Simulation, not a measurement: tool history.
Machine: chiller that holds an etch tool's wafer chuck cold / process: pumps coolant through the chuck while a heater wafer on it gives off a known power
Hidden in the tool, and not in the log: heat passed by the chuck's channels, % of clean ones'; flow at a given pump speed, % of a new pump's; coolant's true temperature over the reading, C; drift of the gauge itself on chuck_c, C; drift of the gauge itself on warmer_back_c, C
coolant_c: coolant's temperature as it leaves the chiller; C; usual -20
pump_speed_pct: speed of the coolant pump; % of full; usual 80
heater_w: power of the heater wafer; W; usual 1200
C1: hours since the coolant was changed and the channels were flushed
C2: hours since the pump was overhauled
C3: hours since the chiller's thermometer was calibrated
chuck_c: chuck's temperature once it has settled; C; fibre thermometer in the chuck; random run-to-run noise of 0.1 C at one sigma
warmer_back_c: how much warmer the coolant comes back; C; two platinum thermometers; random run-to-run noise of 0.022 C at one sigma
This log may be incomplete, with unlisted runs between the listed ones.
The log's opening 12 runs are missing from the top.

{"run": 13, "day": 20.646, "coolant_c": -20, "pump_speed_pct": 80, "heater_w": 1200, "C1": 4169, "C2": 1940, "C3": 2970, "chuck_c": -11.3, "warmer_back_c": 2.67}
{"run": 14, "day": 22.988, "coolant_c": -20, "pump_speed_pct": 81, "heater_w": 1200, "C1": 4225, "C2": 1996, "C3": 3026, "chuck_c": -11.6, "warmer_back_c": 2.62}
{"run": 15, "day": 24.925, "coolant_c": -20, "pump_speed_pct": 81, "heater_w": 1200, "C1": 4272, "C2": 2043, "C3": 3073, "chuck_c": -11.4, "warmer_back_c": 2.6}
{"run": 16, "day": 26.638, "coolant_c": -20, "pump_speed_pct": 81, "heater_w": 1200, "C1": 4313, "C2": 2084, "C3": 3114, "chuck_c": -11.4, "warmer_back_c": 2.62}
{"run": 17, "day": 27.779, "coolant_c": -20, "pump_speed_pct": 81, "heater_w": 1200, "C1": 4340, "C2": 2111, "C3": 3142, "chuck_c": -11.5, "warmer_back_c": 2.63}
{"run": 18, "day": 28.967, "coolant_c": -19, "pump_speed_pct": 65, "heater_w": 1210, "C1": 4369, "C2": 2140, "C3": 3170, "chuck_c": -9.4, "warmer_back_c": 3.32}
{"run": 19, "day": 30.346, "coolant_c": -19, "pump_speed_pct": 98, "heater_w": 1210, "C1": 4402, "C2": 2173, "C3": 3203, "chuck_c": -11, "warmer_back_c": 2.17}
{"run": 20, "day": 32.183, "coolant_c": -12, "pump_speed_pct": 62, "heater_w": 676, "C1": 4446, "C2": 2217, "C3": 3247, "chuck_c": -6.5, "warmer_back_c": 2.02}
{"run": 21, "day": 33.454, "coolant_c": -14, "pump_speed_pct": 90, "heater_w": 1392, "C1": 4477, "C2": 2247, "C3": 3278, "chuck_c": -4.7, "warmer_back_c": 2.72}
{"run": 22, "day": 34.829, "coolant_c": -27, "pump_speed_pct": 80, "heater_w": 1636, "C1": 4509, "C2": 2280, "C3": 3311, "chuck_c": -15.2, "warmer_back_c": 3.61}
{"run": 23, "day": 36.183, "coolant_c": -27, "pump_speed_pct": 80, "heater_w": 1636, "C1": 4542, "C2": 2313, "C3": 3343, "chuck_c": -15.4, "warmer_back_c": 3.6}
{"run": 24, "day": 37.846, "coolant_c": -27, "pump_speed_pct": 78, "heater_w": 1636, "C1": 4582, "C2": 2353, "C3": 3383, "chuck_c": -15.2, "warmer_back_c": 3.72}
{"run": 25, "day": 39.017, "coolant_c": -15, "pump_speed_pct": 61, "heater_w": 1200, "C1": 4610, "C2": 2381, "C3": 3411, "chuck_c": -4.9, "warmer_back_c": 3.58}
{"run": 26, "day": 41.075, "coolant_c": -15, "pump_speed_pct": 61, "heater_w": 1200, "C1": 4659, "C2": 2430, "C3": 3461, "chuck_c": -5, "warmer_back_c": 3.54}
{"run": 27, "day": 43.025, "coolant_c": -15, "pump_speed_pct": 62, "heater_w": 738, "C1": 4706, "C2": 2477, "C3": 3507, "chuck_c": -8.8, "warmer_back_c": 2.15}
{"run": 28, "day": 45.004, "coolant_c": -20, "pump_speed_pct": 64, "heater_w": 1200, "C1": 4754, "C2": 2524, "C3": 3555, "chuck_c": -10.3, "warmer_back_c": 3.39}
{"run": 29, "day": 46.188, "coolant_c": -14, "pump_speed_pct": 68, "heater_w": 684, "C1": 4782, "C2": 2553, "C3": 3583, "chuck_c": -8.4, "warmer_back_c": 1.82}
{"run": 30, "day": 48.267, "coolant_c": -15, "pump_speed_pct": 83, "heater_w": 710, "C1": 4832, "C2": 2603, "C3": 3633, "chuck_c": -9.7, "warmer_back_c": 1.54}
{"run": 31, "day": 50.321, "coolant_c": -28, "pump_speed_pct": 83, "heater_w": 768, "C1": 4881, "C2": 2652, "C3": 3682, "chuck_c": -22.3, "warmer_back_c": 1.64}

Alternative continuations, all from the tool just after run 31; predict every row:
{"run": "A", "day": 52.608, "coolant_c": -28, "pump_speed_pct": 94, "heater_w": 1095, "C1": 4936, "C2": 2707, "C3": 3737, "chuck_c": "?", "warmer_back_c": "?"}
{"run": "B", "day": 52.608, "coolant_c": -20, "pump_speed_pct": 69, "heater_w": 859, "C1": 4936, "C2": 2707, "C3": 3737, "chuck_c": "?", "warmer_back_c": "?"}
{"run": "C", "day": 52.608, "coolant_c": -28, "pump_speed_pct": 80, "heater_w": 1307, "C1": 4936, "C2": 2707, "C3": 3737, "chuck_c": "?", "warmer_back_c": "?"}

run=A chuck_c=-20.8 warmer_back_c=2.09
run=B chuck_c=-13 warmer_back_c=2.26
run=C chuck_c=-18.5 warmer_back_c=2.89
What these runs would have given with no unlogged condition in the tool:
run=A chuck_c=-21.9 warmer_back_c=2
run=B chuck_c=-14.1 warmer_back_c=2.17
run=C chuck_c=-19.8 warmer_back_c=2.78
